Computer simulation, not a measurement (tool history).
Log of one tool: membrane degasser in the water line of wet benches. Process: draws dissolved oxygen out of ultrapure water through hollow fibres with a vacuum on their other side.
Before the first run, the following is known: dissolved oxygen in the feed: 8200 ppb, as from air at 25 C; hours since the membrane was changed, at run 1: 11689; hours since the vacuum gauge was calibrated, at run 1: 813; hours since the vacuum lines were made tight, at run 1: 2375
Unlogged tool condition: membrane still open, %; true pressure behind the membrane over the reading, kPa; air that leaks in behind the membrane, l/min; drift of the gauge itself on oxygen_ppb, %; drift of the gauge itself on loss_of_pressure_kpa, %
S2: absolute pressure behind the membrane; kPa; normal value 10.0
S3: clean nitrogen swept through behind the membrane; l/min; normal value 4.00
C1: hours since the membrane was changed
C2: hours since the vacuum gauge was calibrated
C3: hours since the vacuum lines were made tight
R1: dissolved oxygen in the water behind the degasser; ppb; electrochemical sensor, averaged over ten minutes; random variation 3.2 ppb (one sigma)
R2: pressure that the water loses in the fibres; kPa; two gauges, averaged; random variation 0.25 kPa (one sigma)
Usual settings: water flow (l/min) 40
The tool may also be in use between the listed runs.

{"run": 1, "hour": 0.0, "water flow (l/min)": 40, "S2": 10.0, "S3": 4.0, "C1": 11689, "C2": 813, "C3": 2375, "R1": 322.0, "R2": 66.76}
{"run": 2, "hour": 194.4, "water flow (l/min)": 40, "S2": 10.0, "S3": 4.0, "C1": 11884, "C2": 1008, "C3": 2570, "R1": 324.7, "R2": 66.39}
{"run": 3, "hour": 323.4, "water flow (l/min)": 40, "S2": 10.0, "S3": 4.0, "C1": 12013, "C2": 1137, "C3": 2699, "R1": 321.4, "R2": 66.95}
{"run": 4, "hour": 494.6, "water flow (l/min)": 40, "S2": 21.1, "S3": 4.0, "C1": 12184, "C2": 1308, "C3": 2870, "R1": 550.1, "R2": 67.13}
{"run": 5, "hour": 694.3, "water flow (l/min)": 51, "S2": 10.0, "S3": 4.0, "C1": 12384, "C2": 1507, "C3": 3069, "R1": 459.7, "R2": 85.21}
{"run": 6, "hour": 969.9, "water flow (l/min)": 51, "S2": 10.0, "S3": 4.0, "C1": 12659, "C2": 1783, "C3": 3345, "R1": 470.7, "R2": 84.91}
{"run": 7, "hour": 1180.3, "water flow (l/min)": 40, "S2": 24.8, "S3": 4.0, "C1": 12870, "C2": 1993, "C3": 3555, "R1": 624.9, "R2": 66.91}
{"run": 8, "hour": 1391.2, "water flow (l/min)": 40, "S2": 24.8, "S3": 4.0, "C1": 13081, "C2": 2204, "C3": 3766, "R1": 619.3, "R2": 67.31}
{"run": 9, "hour": 1692.7, "water flow (l/min)": 40, "S2": 10.0, "S3": 4.0, "C1": 13382, "C2": 2506, "C3": 4068, "R1": 319.9, "R2": 67.16}
{"run": 10, "hour": 1898.4, "water flow (l/min)": 40, "S2": 10.0, "S3": 4.0, "C1": 13588, "C2": 2712, "C3": 4274, "R1": 320.7, "R2": 67.56}
{"run": 11, "hour": 2123.8, "water flow (l/min)": 40, "S2": 10.0, "S3": 4.0, "C1": 13813, "C2": 2937, "C3": 4499, "R1": 321.4, "R2": 67.06}
{"run": 12, "hour": 2295.7, "water flow (l/min)": 40, "S2": 10.0, "S3": 4.0, "C1": 13985, "C2": 3109, "C3": 4671, "R1": 326.8, "R2": 67.81}
{"run": 13, "hour": 2418.2, "water flow (l/min)": 40, "S2": 10.0, "S3": 4.0, "C1": 14108, "C2": 3231, "C3": 4793, "R1": 332.2, "R2": 67.33}
{"run": 14, "hour": 2677.7, "water flow (l/min)": 50, "S2": 10.0, "S3": 4.0, "C1": 14367, "C2": 3491, "C3": 5053, "R1": 446.7, "R2": 84.07}
{"run": 15, "hour": 2850.5, "water flow (l/min)": 50, "S2": 10.0, "S3": 4.0, "C1": 14540, "C2": 3664, "C3": 5226, "R1": 451.5, "R2": 84.37}
{"hour": 2888.2, "done": "membrane cartridge changed"}
{"run": 16, "hour": 2989.9, "water flow (l/min)": 50, "S2": 10.0, "S3": 4.0, "C1": 102, "C2": 3799, "C3": 5361, "R1": 446.0, "R2": 84.13}
{"run": 17, "hour": 3168.5, "water flow (l/min)": 50, "S2": 10.0, "S3": 4.0, "C1": 280, "C2": 3978, "C3": 5540, "R1": 441.4, "R2": 84.44}
{"run": 18, "hour": 3316.0, "water flow (l/min)": 50, "S2": 10.0, "S3": 4.0, "C1": 428, "C2": 4125, "C3": 5687, "R1": 448.7, "R2": 84.22}
{"run": 19, "hour": 3509.1, "water flow (l/min)": 26, "S2": 10.0, "S3": 2.77, "C1": 621, "C2": 4318, "C3": 5880, "R1": 204.0, "R2": 43.68}
{"run": 20, "hour": 3737.3, "water flow (l/min)": 50, "S2": 14.7, "S3": 7.76, "C1": 849, "C2": 4546, "C3": 6108, "R1": 443.0, "R2": 84.59}
{"run": 21, "hour": 3892.9, "water flow (l/min)": 29, "S2": 7.0, "S3": 4.0, "C1": 1005, "C2": 4702, "C3": 6264, "R1": 143.8, "R2": 48.56}

Run 22, settings as shown, results not yet in. Your forecast:
{"run": 22, "hour": 4081.6, "water flow (l/min)": 40, "S2": 10.0, "S3": 2.45, "C1": 1193, "C2": 4891, "C3": 6453, "R1": "?", "R2": "?"}

Run 22 gave R1 407.0 ppb, R2 67.65 kPa.
The same run, on a tool lacking any hidden state, would have yielded R1 406.9 ppb, R2 66.82 kPa.
